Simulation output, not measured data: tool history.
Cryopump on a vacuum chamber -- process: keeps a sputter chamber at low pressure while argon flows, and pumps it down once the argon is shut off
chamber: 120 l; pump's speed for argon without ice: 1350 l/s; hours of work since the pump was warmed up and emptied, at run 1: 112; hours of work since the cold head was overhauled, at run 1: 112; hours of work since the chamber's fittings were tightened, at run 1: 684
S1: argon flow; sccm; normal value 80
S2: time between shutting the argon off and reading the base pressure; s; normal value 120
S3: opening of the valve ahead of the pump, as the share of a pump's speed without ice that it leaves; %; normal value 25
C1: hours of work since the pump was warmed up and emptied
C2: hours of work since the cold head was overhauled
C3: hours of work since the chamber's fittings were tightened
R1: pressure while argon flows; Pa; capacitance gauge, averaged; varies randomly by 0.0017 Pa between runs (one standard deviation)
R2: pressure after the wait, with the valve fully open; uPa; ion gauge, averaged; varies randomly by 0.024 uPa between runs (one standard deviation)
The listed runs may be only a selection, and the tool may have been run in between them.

run 1 hour=0.0 | S1=80 S2=120 S3=25 | C1=112 C2=112 C3=684 | R1=0.4020 R2=2.19
run 2 hour=36.5 | S1=80 S2=120 S3=29 | C1=131 C2=131 C3=703 | R1=0.3468 R2=2.19
run 3 hour=74.7 | S1=80 S2=120 S3=29 | C1=151 C2=151 C3=722 | R1=0.3479 R2=2.31
run 4 hour=131.6 | S1=35 S2=120 S3=25 | C1=180 C2=180 C3=752 | R1=0.1775 R2=2.29
run 5 hour=178.4 | S1=80 S2=84 S3=25 | C1=204 C2=204 C3=776 | R1=0.4063 R2=2.70
run 6 hour=213.6 | S1=80 S2=84 S3=25 | C1=223 C2=223 C3=794 | R1=0.4058 R2=2.70
run 7 hour=263.5 | S1=80 S2=84 S3=25 | C1=249 C2=249 C3=820 | R1=0.4037 R2=2.76
run 8 hour=288.4 | S1=80 S2=84 S3=25 | C1=261 C2=261 C3=833 | R1=0.4054 R2=2.75
run 9 hour=341.3 | S1=80 S2=84 S3=25 | C1=289 C2=289 C3=860 | R1=0.4063 R2=2.78
run 10 hour=385.3 | S1=80 S2=170 S3=25 | C1=312 C2=312 C3=883 | R1=0.4057 R2=2.38
run 11 hour=430.3 | S1=67 S2=77 S3=25 | C1=335 C2=335 C3=907 | R1=0.3399 R2=2.97
run 12 hour=458.1 | S1=67 S2=172 S3=25 | C1=349 C2=349 C3=921 | R1=0.3408 R2=2.45
run 13 hour=488.0 | S1=39 S2=172 S3=47 | C1=365 C2=365 C3=936 | R1=0.1067 R2=2.58
run 14 hour=545.3 | S1=108 S2=120 S3=28 | C1=395 C2=395 C3=966 | R1=0.4952 R2=2.76
run 15 hour=583.5 | S1=108 S2=120 S3=28 | C1=414 C2=414 C3=986 | R1=0.4917 R2=2.83
run 16 hour=615.8 | S1=108 S2=120 S3=28 | C1=431 C2=431 C3=1003 | R1=0.4943 R2=2.92
run 17 hour=655.8 | S1=108 S2=120 S3=28 | C1=452 C2=452 C3=1023 | R1=0.4936 R2=2.88
run 18 hour=692.7 | S1=84 S2=120 S3=25 | C1=471 C2=471 C3=1042 | R1=0.4293 R2=2.99
run 19 hour=743.1 | S1=84 S2=120 S3=25 | C1=497 C2=497 C3=1069 | R1=0.4321 R2=3.06

3 options for the next run, each taken on its own from the tool as it stands now. Forecast them:
run A hour=801.8 | S1=33 S2=280 S3=25 | C1=527 C2=527 C3=1099 | R1=? R2=?
run B hour=801.8 | S1=119 S2=23 S3=36 | C1=527 C2=527 C3=1099 | R1=? R2=?
run C hour=801.8 | S1=63 S2=85 S3=20 | C1=527 C2=527 C3=1099 | R1=? R2=?

run=A R1=0.1698 R2=2.70
run=B R1=0.4266 R2=5.77
run=C R1=0.4041 R2=3.32
Stripped of hidden state, with their random variation kept, the same runs would have yielded:
run=A R1=0.1662 R2=0.50
run=B R1=0.4138 R2=3.58
run=C R1=0.3972 R2=1.14
